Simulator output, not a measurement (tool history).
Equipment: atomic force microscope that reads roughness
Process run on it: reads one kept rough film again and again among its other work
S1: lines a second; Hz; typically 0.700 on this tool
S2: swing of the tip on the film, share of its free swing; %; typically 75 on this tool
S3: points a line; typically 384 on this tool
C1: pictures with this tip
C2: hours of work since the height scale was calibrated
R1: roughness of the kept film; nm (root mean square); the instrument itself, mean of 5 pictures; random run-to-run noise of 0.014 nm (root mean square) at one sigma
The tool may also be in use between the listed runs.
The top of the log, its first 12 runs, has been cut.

At hour 302.3: new tip fitted.
Run 13, hour 317.1: usual settings but S2 78 %; C1 27; C2 628. Result: R1 3.353 nm (root mean square).
Run 14, hour 340.9: usual settings; C1 69; C2 641. Result: R1 3.372 nm (root mean square).
Run 15, hour 364.3: usual settings but S2 55 %; C1 111; C2 652. Result: R1 3.462 nm (root mean square).
Run 16, hour 395.9: usual settings but S2 55 %; C1 167; C2 669. Result: R1 3.469 nm (root mean square).
Run 17, hour 430.9: usual settings but S2 55 %; C1 229; C2 686. Result: R1 3.438 nm (root mean square).
At hour 452.2: new tip fitted.
Run 18, hour 454.4: usual settings but S2 69 %; C1 4; C2 698. Result: R1 3.381 nm (root mean square).
Run 19, hour 485.0: usual settings but S1 2.430 Hz; C1 58; C2 714. Result: R1 3.107 nm (root mean square).
Run 20, hour 509.5: usual settings but S1 2.430 Hz; C1 102; C2 726. Result: R1 3.122 nm (root mean square).
Run 21, hour 528.5: usual settings but S1 2.430 Hz; C1 136; C2 736. Result: R1 3.142 nm (root mean square).
Run 22, hour 546.4: usual settings; C1 167; C2 745. Result: R1 3.381 nm (root mean square).
Run 23, hour 568.3: usual settings; C1 207; C2 756. Result: R1 3.367 nm (root mean square).
Run 24, hour 594.2: usual settings but S3 934; C1 253; C2 769. Result: R1 3.420 nm (root mean square).
At hour 603.4: new tip fitted.
Run 25, hour 630.8: usual settings; C1 49; C2 788. Result: R1 3.374 nm (root mean square).
Run 26, hour 652.3: usual settings but S2 87 %; C1 87; C2 799. Result: R1 3.299 nm (root mean square).
Run 27, hour 673.9: usual settings but S2 87 %; C1 126; C2 810. Result: R1 3.265 nm (root mean square).
Run 28, hour 709.2: usual settings but S1 1.080 Hz, S2 63 %, S3 292; C1 189; C2 828. Result: R1 3.347 nm (root mean square).
Run 29, hour 725.0: usual settings but S2 66 %; C1 217; C2 836. Result: R1 3.411 nm (root mean square).
Run 30, hour 746.5: usual settings but S1 1.179 Hz, S2 60 %, S3 871; C1 255; C2 847. Result: R1 3.470 nm (root mean square).

Run 31, settings as shown, results not yet in. Your forecast:
At hour 753.0: new tip fitted.
Run 31, hour 780.8: usual settings but S1 0.575 Hz, S2 60 %, S3 379; C1 49; C2 864. Result: R1 ?.

R1: 3.456 nm (root mean square)
With no hidden state in the tool, this same run would have given R1 3.459 nm (root mean square).
